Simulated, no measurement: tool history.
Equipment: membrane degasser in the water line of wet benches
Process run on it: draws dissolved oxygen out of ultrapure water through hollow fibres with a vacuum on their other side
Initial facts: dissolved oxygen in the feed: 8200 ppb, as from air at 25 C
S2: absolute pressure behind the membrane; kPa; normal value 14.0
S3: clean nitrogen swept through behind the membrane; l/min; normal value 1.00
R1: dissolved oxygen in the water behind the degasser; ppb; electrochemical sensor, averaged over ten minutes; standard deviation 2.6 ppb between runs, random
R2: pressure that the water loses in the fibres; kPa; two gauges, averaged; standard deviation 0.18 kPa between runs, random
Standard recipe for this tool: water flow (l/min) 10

{"run": 1, "hour": 0.0, "water flow (l/min)": 10, "S2": 14.0, "S3": 1.0, "R1": 280.5, "R2": 32.92}
{"run": 2, "hour": 35.0, "water flow (l/min)": 10, "S2": 14.0, "S3": 1.0, "R1": 277.8, "R2": 32.78}
{"run": 3, "hour": 90.2, "water flow (l/min)": 10, "S2": 14.0, "S3": 1.0, "R1": 280.4, "R2": 32.61}
{"run": 4, "hour": 160.2, "water flow (l/min)": 10, "S2": 14.0, "S3": 1.0, "R1": 276.8, "R2": 32.86}
{"run": 5, "hour": 202.1, "water flow (l/min)": 10, "S2": 14.0, "S3": 1.0, "R1": 278.8, "R2": 32.71}
{"run": 6, "hour": 268.8, "water flow (l/min)": 10, "S2": 14.0, "S3": 1.0, "R1": 279.5, "R2": 32.68}
{"run": 7, "hour": 330.6, "water flow (l/min)": 10, "S2": 14.0, "S3": 1.0, "R1": 278.7, "R2": 32.64}
{"run": 8, "hour": 399.8, "water flow (l/min)": 10, "S2": 14.0, "S3": 1.0, "R1": 278.2, "R2": 32.52}
{"run": 9, "hour": 442.4, "water flow (l/min)": 10, "S2": 14.0, "S3": 1.0, "R1": 281.1, "R2": 32.3}
{"run": 10, "hour": 496.3, "water flow (l/min)": 10, "S2": 14.0, "S3": 1.99, "R1": 161.1, "R2": 32.54}
{"run": 11, "hour": 554.9, "water flow (l/min)": 10, "S2": 14.0, "S3": 2.39, "R1": 142.4, "R2": 32.62}
{"run": 12, "hour": 596.5, "water flow (l/min)": 10, "S2": 14.0, "S3": 1.0, "R1": 278.5, "R2": 32.51}
{"run": 13, "hour": 630.2, "water flow (l/min)": 10, "S2": 14.0, "S3": 1.0, "R1": 277.5, "R2": 32.43}
{"run": 14, "hour": 705.7, "water flow (l/min)": 10, "S2": 14.0, "S3": 1.0, "R1": 282.6, "R2": 32.36}
{"run": 15, "hour": 771.4, "water flow (l/min)": 10, "S2": 9.3, "S3": 1.13, "R1": 159.3, "R2": 32.25}
{"run": 16, "hour": 846.7, "water flow (l/min)": 9, "S2": 14.0, "S3": 1.0, "R1": 248.1, "R2": 29.29}
{"run": 17, "hour": 919.5, "water flow (l/min)": 6, "S2": 12.0, "S3": 0.69, "R1": 182.0, "R2": 19.39}
{"run": 18, "hour": 957.5, "water flow (l/min)": 6, "S2": 12.0, "S3": 0.69, "R1": 178.6, "R2": 19.34}
{"run": 19, "hour": 1009.4, "water flow (l/min)": 6, "S2": 12.0, "S3": 0.69, "R1": 181.1, "R2": 19.7}
{"run": 20, "hour": 1070.9, "water flow (l/min)": 7, "S2": 18.0, "S3": 0.4, "R1": 552.7, "R2": 22.37}
{"run": 21, "hour": 1113.6, "water flow (l/min)": 7, "S2": 18.0, "S3": 0.4, "R1": 561.8, "R2": 22.71}
{"run": 22, "hour": 1169.3, "water flow (l/min)": 10, "S2": 14.0, "S3": 1.21, "R1": 241.4, "R2": 31.74}
{"run": 23, "hour": 1244.7, "water flow (l/min)": 10, "S2": 14.0, "S3": 1.29, "R1": 228.2, "R2": 32.09}
{"run": 24, "hour": 1281.0, "water flow (l/min)": 7, "S2": 18.0, "S3": 0.71, "R1": 338.0, "R2": 22.46}
{"run": 25, "hour": 1322.3, "water flow (l/min)": 6, "S2": 9.3, "S3": 1.0, "R1": 90.8, "R2": 19.13}
{"run": 26, "hour": 1381.5, "water flow (l/min)": 12, "S2": 16.0, "S3": 0.72, "R1": 537.3, "R2": 38.61}
{"run": 27, "hour": 1436.6, "water flow (l/min)": 10, "S2": 14.0, "S3": 1.0, "R1": 277.3, "R2": 31.74}

4 options for the next run, each taken on its own from the tool as it stands now. Forecast them:
{"run": "A", "hour": 1482.4, "water flow (l/min)": 7, "S2": 28.2, "S3": 0.69, "R1": "?", "R2": "?"}
{"run": "B", "hour": 1482.4, "water flow (l/min)": 10, "S2": 25.0, "S3": 0.66, "R1": "?", "R2": "?"}
{"run": "C", "hour": 1482.4, "water flow (l/min)": 12, "S2": 21.9, "S3": 1.82, "R1": "?", "R2": "?"}
{"run": "D", "hour": 1482.4, "water flow (l/min)": 13, "S2": 14.0, "S3": 1.0, "R1": "?", "R2": "?"}

run=A R1=572.4 R2=22.45
run=B R1=738.7 R2=31.77
run=C R1=355.7 R2=38.64
run=D R1=400.9 R2=41.76
Without the tool's unlogged condition, the same runs would have read:
run=A R1=571.9 R2=23.07
run=B R1=738.2 R2=32.66
run=C R1=355.3 R2=39.71
run=D R1=400.5 R2=42.92
